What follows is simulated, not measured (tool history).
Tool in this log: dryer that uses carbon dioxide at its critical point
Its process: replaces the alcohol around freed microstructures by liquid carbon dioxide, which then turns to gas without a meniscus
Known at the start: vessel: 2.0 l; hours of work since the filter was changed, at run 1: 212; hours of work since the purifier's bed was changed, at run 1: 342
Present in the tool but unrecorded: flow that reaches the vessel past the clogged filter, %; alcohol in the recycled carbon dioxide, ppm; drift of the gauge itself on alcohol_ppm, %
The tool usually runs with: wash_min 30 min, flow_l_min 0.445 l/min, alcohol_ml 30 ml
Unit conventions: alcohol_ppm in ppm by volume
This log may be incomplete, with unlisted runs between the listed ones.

run    hour  wash_min  flow_l_min  alcohol_ml  hours of work since the filter was changed  hours of work since the purifier's bed was changed  alcohol_ppm
  1       0        30       0.445          30                                         212                                                 342          120
  2    21.2        30       0.445          86                                         221                                                 351          216
       46.6  -- inlet filter changed
  3    51.5        30       0.445          86                                           2                                                 364          184
  4    82.6        30       0.445          86                                          15                                                 377          174
  5   105.2        30       0.445          86                                          25                                                 387          182
  6   146.2        30       0.445          30                                          43                                                 405          109
  7     165        30       0.445          72                                          51                                                 413          175
  8   191.8        30       0.445          72                                          62                                                 424          177
  9   217.9        30       0.445          48                                          74                                                 436          145
 10   260.3        30       0.445          48                                          92                                                 454          150
 11   280.3        30       0.436          48                                         100                                                 462          165
 12   320.3        30       0.436          48                                         118                                                 480          168
 13   354.1        30       0.436          48                                         132                                                 494          172
 14   381.3        30       0.436          48                                         144                                                 506          175
 15   422.9        30       0.436          48                                         162                                                 524          186
 16   460.1        30       0.436          62                                         178                                                 540          213
 17   494.4        30       0.445          30                                         193                                                 555          156
 18   522.8        30       0.445          30                                         205                                                 567          160
 19   557.6        30       0.445          30                                         220                                                 582          169
 20   577.7        30       0.445          30                                         228                                                 590          167
      586.7  -- inlet filter changed
 21   607.2        30       0.445          30                                           9                                                 603          137
 22   643.5        38       0.445          30                                          24                                                 618          127
 23   681.6        38       0.445          30                                          41                                                 635          128
 24   722.7        22       0.471         105                                          58                                                 652          651
 25   754.9        32       0.283         105                                          72                                                 666         1125
 26   790.2        30       0.351          68                                          88                                                 681          454
 27   814.8        30       0.351          30                                          98                                                 692          274
 28   834.7        30       0.351          30                                         107                                                 700          283
 29   873.1        32       0.643          63                                         123                                                 717          131
 30   897.2        32       0.357          63                                         134                                                 727          359
 31   933.2        32       0.357          63                                         149                                                 743          372
 32   953.8        31       0.267          59                                         158                                                 752          982
 33   993.7        31       0.267          59                                         175                                                 769         1007
 34  1029.7        31       0.267          59                                         191                                                 784         1021
 35  1049.3        31       0.267          59                                         199                                                 793         1049
 36  1085.7        32       0.267         105                                         215                                                 808         1597
 37  1113.7        32       0.267         105                                         227                                                 820         1629
     1125.7  -- inlet filter changed
     1135.6  -- purifier's bed changed
 38  1152.9        26       0.401          25                                          10                                                   7          122
 39  1170.7        41       0.401          25                                          18                                                  15           19
 40  1194.7        19       0.645          48                                          28                                                  25          117
 41  1226.5        35       0.386          64                                          42                                                  39           90
 42  1247.9        30       0.366          37                                          51                                                  48          162
 43  1268.2        46       0.693          30                                          60                                                  57           19
 44  1297.1        38       0.636          88                                          72                                                  69           13
 45  1320.8        38       0.636          88                                          83                                                  80           19

Each row is a separate what-if for the run after 45, all from the same tool condition, not one after another. Results?
  A  1350.9        43       0.298          64                                          96                                                  93            ?
  B  1350.9        38       0.636          22                                          96                                                  93            ?
  C  1350.9        30       0.343         100                                          96                                                  93            ?

run  alcohol_ppm
  A          138
  B           19
  C          574
Without the tool's hidden state the same runs would have given:
run  alcohol_ppm
  A          102
  B            3
  C          477
